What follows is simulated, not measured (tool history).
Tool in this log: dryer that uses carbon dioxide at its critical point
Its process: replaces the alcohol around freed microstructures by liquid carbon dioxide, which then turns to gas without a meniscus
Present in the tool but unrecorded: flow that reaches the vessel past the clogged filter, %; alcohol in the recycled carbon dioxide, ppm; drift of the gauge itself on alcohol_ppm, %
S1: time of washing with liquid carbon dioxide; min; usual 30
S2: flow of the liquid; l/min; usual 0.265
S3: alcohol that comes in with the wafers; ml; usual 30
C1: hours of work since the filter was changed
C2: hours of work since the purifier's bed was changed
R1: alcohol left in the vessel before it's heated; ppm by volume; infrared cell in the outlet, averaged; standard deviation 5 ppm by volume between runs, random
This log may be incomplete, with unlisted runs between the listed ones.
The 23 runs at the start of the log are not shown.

Run 24, hour 243.9: usual settings but S1 32 min, S3 23 ml; C1 24; C2 466. Result: R1 191 ppm by volume.
Run 25, hour 259.3: usual settings but S1 24 min, S3 46 ml; C1 33; C2 475. Result: R1 295 ppm by volume.
Run 26, hour 273.2: usual settings but S1 24 min, S3 46 ml; C1 41; C2 483. Result: R1 288 ppm by volume.
Run 27, hour 281.7: usual settings but S1 47 min; C1 46; C2 487. Result: R1 197 ppm by volume.
Run 28, hour 288.3: usual settings but S1 40 min, S3 26 ml; C1 50; C2 491. Result: R1 209 ppm by volume.
Run 29, hour 302.8: usual settings but S2 0.31 l/min, S3 63 ml; C1 58; C2 500. Result: R1 215 ppm by volume.
Run 30, hour 310.6: usual settings but S1 32 min, S2 0.177 l/min, S3 45 ml; C1 62; C2 504. Result: R1 367 ppm by volume.
Run 31, hour 321.8: usual settings but S1 22 min, S2 0.177 l/min, S3 45 ml; C1 69; C2 510. Result: R1 1168 ppm by volume.
Run 32, hour 329.3: usual settings but S1 22 min, S2 0.177 l/min, S3 45 ml; C1 73; C2 515. Result: R1 1217 ppm by volume.
Run 33, hour 341.1: usual settings but S1 22 min, S2 0.177 l/min, S3 45 ml; C1 80; C2 522. Result: R1 1240 ppm by volume.
Run 34, hour 353.3: usual settings but S2 0.193 l/min, S3 70 ml; C1 87; C2 529. Result: R1 465 ppm by volume.
Run 35, hour 360.6: usual settings but S1 29 min; C1 91; C2 533. Result: R1 219 ppm by volume.
Run 36, hour 367.9: usual settings but S1 33 min, S2 0.203 l/min; C1 95; C2 537. Result: R1 260 ppm by volume.
Run 37, hour 377.8: usual settings but S1 42 min, S2 0.312 l/min, S3 76 ml; C1 101; C2 543. Result: R1 225 ppm by volume.
Run 38, hour 392.5: usual settings but S1 28 min; C1 109; C2 551. Result: R1 245 ppm by volume.

Each row is a separate what-if for the run after 38, all from the same tool condition, not one after another. Results?
Run A, hour 399.4: usual settings but S1 28 min, S2 0.17 l/min; C1 113; C2 555. Result: R1 ?.
Run B, hour 399.4: usual settings but S1 36 min, S2 0.322 l/min, S3 50 ml; C1 113; C2 555. Result: R1 ?.
Run C, hour 399.4: usual settings but S1 47 min, S2 0.421 l/min; C1 113; C2 555. Result: R1 ?.
Run D, hour 399.4: usual settings but S2 0.232 l/min; C1 113; C2 555. Result: R1 ?.

run   R1
  A  515
  B  221
  C  225
  D  255
Take away the tool's hidden state, keep each run's random variation, and the runs would have read:
run   R1
  A  256
  B    5
  C    5
  D   33
